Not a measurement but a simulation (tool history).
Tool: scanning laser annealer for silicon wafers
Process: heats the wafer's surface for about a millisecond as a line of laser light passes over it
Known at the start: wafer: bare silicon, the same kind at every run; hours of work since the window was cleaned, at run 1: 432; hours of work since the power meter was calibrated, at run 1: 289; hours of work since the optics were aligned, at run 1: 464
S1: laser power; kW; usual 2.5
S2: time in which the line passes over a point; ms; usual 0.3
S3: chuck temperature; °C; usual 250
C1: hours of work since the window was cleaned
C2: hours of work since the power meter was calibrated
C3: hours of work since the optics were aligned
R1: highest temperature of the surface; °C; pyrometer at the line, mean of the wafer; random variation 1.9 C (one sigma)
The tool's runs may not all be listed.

| run | hour | S1 | S2 | S3 | C1 | C2 | C3 | R1 |
|---|---|---|---|---|---|---|---|---|
| 1 | 0 | 2.5 | 0.3 | 250 | 432 | 289 | 464 | 1066 |
| 2 | 16.6 | 2.5 | 0.3 | 250 | 443 | 300 | 475 | 1069 |
| 3 | 32.2 | 2.353 | 0.3 | 250 | 454 | 310 | 486 | 1009 |
| 4 | 45.6 | 2.353 | 0.3 | 250 | 463 | 320 | 495 | 1010 |
| 5 | 65.1 | 2.5 | 0.3 | 250 | 476 | 333 | 508 | 1068 |
| 6 | 78.3 | 2.5 | 0.3 | 257 | 485 | 342 | 517 | 1073 |
| 7 | 89.8 | 2.5 | 0.3 | 257 | 493 | 350 | 525 | 1071 |
| 8 | 106 | 2.5 | 0.3 | 257 | 504 | 361 | 536 | 1069 |
| 9 | 125.9 | 2.5 | 0.3 | 257 | 518 | 374 | 550 | 1071 |
| 10 | 142.2 | 2.5 | 0.3 | 257 | 529 | 385 | 561 | 1068 |
| 11 | 162 | 2.5 | 0.3 | 250 | 542 | 399 | 574 | 1065 |
| 12 | 177.4 | 2.5 | 0.3 | 250 | 553 | 409 | 585 | 1060 |
| 13 | 198.2 | 2.5 | 0.3 | 250 | 567 | 423 | 599 | 1064 |
| 14 | 210.1 | 2.5 | 0.3 | 250 | 575 | 431 | 607 | 1060 |
| 15 | 228.9 | 2.5 | 0.359 | 250 | 588 | 444 | 620 | 1147 |
|  | 232.8 | laser's power meter calibrated |
| 16 | 240.6 | 2.147 | 0.359 | 250 | 594 | 5 | 626 | 1001 |
| 17 | 251.5 | 2.147 | 0.359 | 250 | 601 | 13 | 633 | 997 |
| 18 | 270 | 2.5 | 0.3 | 250 | 614 | 25 | 646 | 1058 |
|  | 274.6 | laser's power meter calibrated, once more |
| 19 | 286.5 | 2.5 | 0.3 | 250 | 623 | 8 | 655 | 1060 |
| 20 | 300.1 | 2.5 | 0.3 | 250 | 632 | 17 | 664 | 1060 |
| 21 | 311.6 | 2.5 | 0.3 | 250 | 640 | 25 | 672 | 1060 |
| 22 | 322.2 | 2.257 | 0.254 | 244 | 647 | 32 | 679 | 902 |
|  | 327.5 | window over the wafer cleaned |
| 23 | 340.9 | 2.257 | 0.295 | 244 | 9 | 44 | 691 | 979 |
| 24 | 356.4 | 2.254 | 0.274 | 250 | 20 | 54 | 701 | 956 |
| 25 | 373 | 2.131 | 0.212 | 220 | 31 | 66 | 713 | 792 |
| 26 | 393.2 | 2.131 | 0.212 | 220 | 45 | 79 | 726 | 791 |
| 27 | 403.3 | 2.516 | 0.3 | 250 | 52 | 86 | 733 | 1085 |
| 28 | 413.8 | 2.5 | 0.258 | 280 | 59 | 93 | 740 | 1046 |
| 29 | 424.4 | 2.221 | 0.258 | 258 | 66 | 101 | 747 | 922 |
| 30 | 435.9 | 2.221 | 0.258 | 258 | 74 | 108 | 755 | 922 |
| 31 | 450.3 | 2.5 | 0.236 | 270 | 84 | 118 | 765 | 997 |
| 32 | 463.5 | 2.32 | 0.253 | 250 | 92 | 127 | 774 | 940 |
| 33 | 478.6 | 2.32 | 0.253 | 250 | 103 | 137 | 784 | 941 |
| 34 | 497.8 | 2.32 | 0.253 | 250 | 116 | 150 | 797 | 940 |
| 35 | 514.5 | 2.5 | 0.225 | 250 | 127 | 162 | 809 | 952 |
| 36 | 525.9 | 2.671 | 0.3 | 265 | 135 | 170 | 817 | 1153 |
| 37 | 534.8 | 2.127 | 0.3 | 218 | 141 | 176 | 823 | 903 |
| 38 | 549.3 | 2.336 | 0.252 | 241 | 151 | 186 | 832 | 932 |
| 39 | 569.6 | 2.336 | 0.252 | 241 | 165 | 199 | 846 | 932 |
| 40 | 588.3 | 2.337 | 0.212 | 255 | 177 | 212 | 859 | 884 |
| 41 | 600 | 2.5 | 0.226 | 225 | 185 | 220 | 867 | 928 |
| 42 | 620.2 | 2.5 | 0.3 | 281 | 199 | 234 | 881 | 1108 |

Hidden state at the last listed run before each entry between runs and at the first one after, where it differs:
Between runs 15 and 16: laser's power meter calibrated (hour 232.8)
  light that passes the window, % of a clean one's: 97.39 -> 97.37; laser's true power over the reading, %: -0.03 -> -0.05; width of the line over the set one, %: 1.63 -> 1.64
  measured less the result without the state, R1: -36 -> -32 °C
Between runs 18 and 19: laser's power meter calibrated, once more (hour 274.6)
  light that passes the window, % of a clean one's: 97.28 -> 97.25; laser's true power over the reading, %: -0.06 -> 0.28; width of the line over the set one, %: 1.69 -> 1.71
  measured less the result without the state, R1: -35 -> -32 °C
Between runs 22 and 23: window over the wafer cleaned (hour 327.5)
  light that passes the window, % of a clean one's: 97.14 -> 99.72; laser's true power over the reading, %: 0.28 -> 0.27; width of the line over the set one, %: 1.76 -> 1.79
  measured less the result without the state, R1: -27 -> -8 °C
